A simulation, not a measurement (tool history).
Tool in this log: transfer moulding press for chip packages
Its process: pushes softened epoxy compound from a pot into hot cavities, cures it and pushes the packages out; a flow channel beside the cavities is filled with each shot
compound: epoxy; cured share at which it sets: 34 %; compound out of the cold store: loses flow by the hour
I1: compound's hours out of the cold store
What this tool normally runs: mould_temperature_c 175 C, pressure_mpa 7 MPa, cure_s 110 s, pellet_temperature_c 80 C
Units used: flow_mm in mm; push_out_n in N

run 1 hour=0 | mould_temperature_c=175 pressure_mpa=7 cure_s=110 pellet_temperature_c=80 | I1=47.6 | flow_mm=480 push_out_n=400
run 2 hour=27.9 | mould_temperature_c=175 pressure_mpa=7 cure_s=131 pellet_temperature_c=80 | I1=31.8 | flow_mm=511 push_out_n=353
run 3 hour=40.2 | mould_temperature_c=175 pressure_mpa=7 cure_s=123 pellet_temperature_c=80 | I1=30.8 | flow_mm=512 push_out_n=374
-- hour=44.8 cavities cleaned with cleaning compound and waxed
run 4 hour=61.9 | mould_temperature_c=175 pressure_mpa=7 cure_s=137 pellet_temperature_c=80 | I1=13 | flow_mm=551 push_out_n=347
run 5 hour=81.2 | mould_temperature_c=175 pressure_mpa=7 cure_s=110 pellet_temperature_c=86 | I1=15.4 | flow_mm=545 push_out_n=397
run 6 hour=110.2 | mould_temperature_c=175 pressure_mpa=7 cure_s=110 pellet_temperature_c=80 | I1=15.9 | flow_mm=543 push_out_n=408
run 7 hour=130.7 | mould_temperature_c=175 pressure_mpa=7 cure_s=110 pellet_temperature_c=80 | I1=22.3 | flow_mm=531 push_out_n=415
run 8 hour=146.5 | mould_temperature_c=175 pressure_mpa=7 cure_s=110 pellet_temperature_c=80 | I1=9.5 | flow_mm=558 push_out_n=419
-- hour=156.4 cavities cleaned with cleaning compound and waxed
run 9 hour=170.5 | mould_temperature_c=175 pressure_mpa=7 cure_s=110 pellet_temperature_c=80 | I1=23.7 | flow_mm=527 push_out_n=394
run 10 hour=186.7 | mould_temperature_c=175 pressure_mpa=7 cure_s=110 pellet_temperature_c=80 | I1=9.1 | flow_mm=558 push_out_n=407
run 11 hour=214.4 | mould_temperature_c=175 pressure_mpa=7 cure_s=110 pellet_temperature_c=80 | I1=37.6 | flow_mm=502 push_out_n=395
run 12 hour=230.2 | mould_temperature_c=175 pressure_mpa=7 cure_s=110 pellet_temperature_c=80 | I1=12.6 | flow_mm=551 push_out_n=419
run 13 hour=249.5 | mould_temperature_c=175 pressure_mpa=7 cure_s=110 pellet_temperature_c=80 | I1=12.8 | flow_mm=550 push_out_n=420
-- hour=266.8 cavities cleaned with cleaning compound and waxed
run 14 hour=273.1 | mould_temperature_c=175 pressure_mpa=7 cure_s=110 pellet_temperature_c=80 | I1=32.7 | flow_mm=509 push_out_n=430
run 15 hour=297 | mould_temperature_c=175 pressure_mpa=7 cure_s=110 pellet_temperature_c=80 | I1=31.9 | flow_mm=510 push_out_n=419
run 16 hour=314.4 | mould_temperature_c=181 pressure_mpa=6.37 cure_s=110 pellet_temperature_c=80 | I1=9.1 | flow_mm=516 push_out_n=358
-- hour=331.1 plunger's sealing rings changed
-- hour=341 mould's thermocouples calibrated
run 17 hour=348.6 | mould_temperature_c=182 pressure_mpa=6.74 cure_s=98 pellet_temperature_c=90 | I1=13.5 | flow_mm=518 push_out_n=359
run 18 hour=361.8 | mould_temperature_c=182 pressure_mpa=6.74 cure_s=98 pellet_temperature_c=90 | I1=47.8 | flow_mm=455 push_out_n=350
-- hour=383.6 cavities cleaned with cleaning compound and waxed
run 19 hour=387.4 | mould_temperature_c=182 pressure_mpa=6.74 cure_s=98 pellet_temperature_c=90 | I1=24.4 | flow_mm=496 push_out_n=344
run 20 hour=416.1 | mould_temperature_c=180 pressure_mpa=6.74 cure_s=98 pellet_temperature_c=83 | I1=46.4 | flow_mm=462 push_out_n=391
run 21 hour=439.7 | mould_temperature_c=180 pressure_mpa=6.74 cure_s=98 pellet_temperature_c=83 | I1=38.2 | flow_mm=476 push_out_n=393
run 22 hour=458.4 | mould_temperature_c=171 pressure_mpa=7.47 cure_s=98 pellet_temperature_c=73 | I1=12.3 | flow_mm=585 push_out_n=717
run 23 hour=482.3 | mould_temperature_c=171 pressure_mpa=7.47 cure_s=98 pellet_temperature_c=73 | I1=45.2 | flow_mm=513 push_out_n=633
-- hour=494.8 cavities cleaned with cleaning compound and waxed
run 24 hour=511.4 | mould_temperature_c=171 pressure_mpa=7.47 cure_s=98 pellet_temperature_c=73 | I1=34 | flow_mm=534 push_out_n=661
run 25 hour=532.2 | mould_temperature_c=171 pressure_mpa=7.47 cure_s=98 pellet_temperature_c=73 | I1=19.4 | flow_mm=567 push_out_n=713
run 26 hour=561.7 | mould_temperature_c=175 pressure_mpa=5.95 cure_s=110 pellet_temperature_c=71 | I1=24.5 | flow_mm=486 push_out_n=431
run 27 hour=579.8 | mould_temperature_c=171 pressure_mpa=5.95 cure_s=110 pellet_temperature_c=71 | I1=45 | flow_mm=458 push_out_n=519
run 28 hour=595 | mould_temperature_c=182 pressure_mpa=8.64 cure_s=98 pellet_temperature_c=70 | I1=16.4 | flow_mm=583 push_out_n=388
-- hour=606.1 cavities cleaned with cleaning compound and waxed
run 29 hour=624.6 | mould_temperature_c=182 pressure_mpa=5.45 cure_s=98 pellet_temperature_c=81 | I1=27.4 | flow_mm=442 push_out_n=368

3 ways to go on from here, each from the tool as it stands after run 29. What would each give?
run A hour=641.8 | mould_temperature_c=175 pressure_mpa=6.82 cure_s=98 pellet_temperature_c=74 | I1=44.5 | flow_mm=? push_out_n=?
run B hour=641.8 | mould_temperature_c=175 pressure_mpa=7 cure_s=115 pellet_temperature_c=80 | I1=30.8 | flow_mm=? push_out_n=?
run C hour=641.8 | mould_temperature_c=175 pressure_mpa=8.53 cure_s=91 pellet_temperature_c=80 | I1=24.8 | flow_mm=? push_out_n=?

run=A flow_mm=482 push_out_n=495
run=B flow_mm=512 push_out_n=392
run=C flow_mm=580 push_out_n=602
With the hidden condition removed and each run's random variation left untouched, the same runs would have given:
run=A flow_mm=482 push_out_n=492
run=B flow_mm=513 push_out_n=389
run=C flow_mm=580 push_out_n=598
